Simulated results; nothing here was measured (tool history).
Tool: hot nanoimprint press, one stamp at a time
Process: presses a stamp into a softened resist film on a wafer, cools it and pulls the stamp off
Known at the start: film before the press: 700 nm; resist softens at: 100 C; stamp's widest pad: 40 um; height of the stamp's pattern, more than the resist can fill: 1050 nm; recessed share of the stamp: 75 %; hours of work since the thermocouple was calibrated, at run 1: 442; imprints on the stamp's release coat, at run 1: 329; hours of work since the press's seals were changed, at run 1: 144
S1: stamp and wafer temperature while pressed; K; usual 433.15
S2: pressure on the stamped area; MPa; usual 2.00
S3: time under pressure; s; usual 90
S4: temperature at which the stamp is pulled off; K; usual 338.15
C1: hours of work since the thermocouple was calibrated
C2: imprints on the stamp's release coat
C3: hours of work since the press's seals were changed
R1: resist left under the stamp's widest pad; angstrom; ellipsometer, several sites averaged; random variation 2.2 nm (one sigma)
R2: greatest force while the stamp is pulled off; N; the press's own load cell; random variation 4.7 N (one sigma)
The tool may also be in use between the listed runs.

Run 1, day 0.000: usual settings; C1 442; C2 329; C3 144. Result: R1 3446 angstrom, R2 230 N.
Run 2, day 1.267: usual settings; C1 462; C2 421; C3 164. Result: R1 3443 angstrom, R2 242 N.
Run 3, day 1.896: usual settings but S4 335.15 K; C1 472; C2 467; C3 174. Result: R1 3444 angstrom, R2 255 N.
Run 4, day 2.692: usual settings but S4 335.15 K; C1 484; C2 526; C3 186. Result: R1 3443 angstrom, R2 241 N.
Run 5, day 4.008: usual settings but S4 335.15 K; C1 505; C2 622; C3 207. Result: R1 3437 angstrom, R2 248 N.
Run 6, day 4.683: usual settings but S4 335.15 K; C1 515; C2 672; C3 217. Result: R1 3394 angstrom, R2 255 N.
At day 4.879: plate thermocouple calibrated.
Run 7, day 5.638: usual settings but S4 335.15 K; C1 12; C2 733; C3 230. Result: R1 3300 angstrom, R2 254 N.
Run 8, day 6.838: usual settings; C1 30; C2 821; C3 249. Result: R1 3332 angstrom, R2 249 N.
Run 9, day 7.742: usual settings; C1 45; C2 887; C3 263. Result: R1 3262 angstrom, R2 255 N.
Run 10, day 8.525: usual settings; C1 57; C2 944; C3 275. Result: R1 3272 angstrom, R2 251 N.
At day 9.138: plate thermocouple calibrated, once more.
Run 11, day 9.292: usual settings; C1 2; C2 991; C3 285. Result: R1 3633 angstrom, R2 259 N.
Run 12, day 10.367: usual settings; C1 19; C2 1070; C3 302. Result: R1 3647 angstrom, R2 265 N.
At day 10.696: stamp cleaned and given a new release coat.
Run 13, day 11.229: usual settings; C1 29; C2 39; C3 311. Result: R1 3622 angstrom, R2 231 N.
Run 14, day 11.833: usual settings but S2 1.82 MPa; C1 38; C2 83; C3 321. Result: R1 3812 angstrom, R2 237 N.
Run 15, day 12.846: usual settings but S2 1.82 MPa; C1 54; C2 157; C3 336. Result: R1 3818 angstrom, R2 236 N.
Run 16, day 13.675: usual settings but S1 441.15 K, S2 1.40 MPa; C1 67; C2 218; C3 349. Result: R1 3419 angstrom, R2 233 N.
Run 17, day 14.892: usual settings but S1 441.15 K, S2 1.40 MPa, S3 162 s; C1 86; C2 307; C3 368. Result: R1 2909 angstrom, R2 248 N.
Run 18, day 15.804: usual settings but S1 430.15 K, S3 129 s; C1 100; C2 374; C3 382. Result: R1 3517 angstrom, R2 230 N.
Run 19, day 16.675: usual settings but S1 431.15 K, S2 1.40 MPa; C1 113; C2 438; C3 396. Result: R1 4588 angstrom, R2 233 N.
Run 20, day 17.754: usual settings but S1 431.15 K, S2 1.40 MPa; C1 130; C2 517; C3 413. Result: R1 4556 angstrom, R2 250 N.
Run 21, day 18.833: usual settings but S1 442.15 K, S2 1.40 MPa, S4 330.15 K; C1 147; C2 596; C3 430. Result: R1 3343 angstrom, R2 267 N.
Run 22, day 19.600: usual settings but S4 340.15 K; C1 159; C2 652; C3 441. Result: R1 3634 angstrom, R2 251 N.
Run 23, day 20.554: usual settings but S4 340.15 K; C1 174; C2 722; C3 456. Result: R1 3562 angstrom, R2 248 N.
Run 24, day 21.171: usual settings but S4 340.15 K; C1 183; C2 767; C3 466. Result: R1 3598 angstrom, R2 251 N.
Run 25, day 21.896: usual settings but S1 441.15 K, S2 1.21 MPa, S3 63 s, S4 330.15 K; C1 195; C2 820; C3 477. Result: R1 4089 angstrom, R2 270 N.
Run 26, day 22.892: usual settings but S1 427.15 K, S2 2.90 MPa, S4 326.15 K; C1 210; C2 893; C3 493. Result: R1 3591 angstrom, R2 278 N.
Run 27, day 23.621: usual settings but S1 438.15 K, S2 1.41 MPa, S3 59 s, S4 323.15 K; C1 222; C2 947; C3 504. Result: R1 4209 angstrom, R2 295 N.
Run 28, day 24.950: usual settings but S1 434.15 K, S3 82 s, S4 337.15 K; C1 242; C2 1044; C3 525. Result: R1 3540 angstrom, R2 266 N.
At day 25.675: stamp cleaned and given a new release coat.
Run 29, day 26.450: usual settings but S1 434.15 K, S2 2.52 MPa, S3 82 s, S4 337.15 K; C1 262; C2 57; C3 544. Result: R1 3174 angstrom, R2 231 N.

Forecast each of these 4 alternatives for the next run:
Run A, day 27.721: usual settings but S2 2.28 MPa, S4 343.15 K; C1 281; C2 150; C3 564. Result: R1 ?, R2 ?.
Run B, day 27.721: usual settings but S1 430.15 K, S2 1.36 MPa, S3 151 s, S4 337.15 K; C1 281; C2 150; C3 564. Result: R1 ?, R2 ?.
Run C, day 27.721: usual settings but S1 424.15 K, S2 2.63 MPa, S3 115 s; C1 281; C2 150; C3 564. Result: R1 ?, R2 ?.
Run D, day 27.721: usual settings but S3 157 s, S4 333.15 K; C1 281; C2 150; C3 564. Result: R1 ?, R2 ?.

run    R1   R2
  A  3315  227
  B  4095  235
  C  3890  235
  D  2968  241
Without the tool's hidden state the same runs would have given:
run    R1   R2
  A  3366  224
  B  4174  232
  C  3957  232
  D  3021  237

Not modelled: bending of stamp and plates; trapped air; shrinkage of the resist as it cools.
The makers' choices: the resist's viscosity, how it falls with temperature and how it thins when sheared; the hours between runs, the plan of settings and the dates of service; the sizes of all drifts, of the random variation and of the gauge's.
